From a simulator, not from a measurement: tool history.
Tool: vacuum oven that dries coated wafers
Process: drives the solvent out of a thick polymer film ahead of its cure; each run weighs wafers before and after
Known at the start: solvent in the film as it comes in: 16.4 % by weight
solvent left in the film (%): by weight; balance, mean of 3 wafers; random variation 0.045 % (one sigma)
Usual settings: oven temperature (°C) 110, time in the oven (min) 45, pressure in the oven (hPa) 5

| run | day | oven temperature (°C) | time in the oven (min) | pressure in the oven (hPa) | solvent left in the film (%) |
|---|---|---|---|---|---|
| 1 | 0.000 | 110 | 45 | 5 | 2.91 |
| 2 | 2.479 | 110 | 45 | 5 | 2.86 |
| 3 | 3.975 | 110 | 45 | 5 | 2.92 |
| 4 | 6.154 | 110 | 45 | 5 | 2.94 |
| 5 | 8.392 | 110 | 45 | 5 | 2.86 |
| 6 | 10.608 | 110 | 45 | 5 | 2.86 |
| 7 | 13.062 | 110 | 45 | 5 | 2.92 |
| 8 | 14.838 | 110 | 45 | 5 | 2.97 |

Forecast run 9:
| 9 | 16.354 | 110 | 45 | 5 | ? |

Run 9 gave solvent left in the film (%) 2.80.
Without the tool's hidden state the same run would have given solvent left in the film (%) 2.78.

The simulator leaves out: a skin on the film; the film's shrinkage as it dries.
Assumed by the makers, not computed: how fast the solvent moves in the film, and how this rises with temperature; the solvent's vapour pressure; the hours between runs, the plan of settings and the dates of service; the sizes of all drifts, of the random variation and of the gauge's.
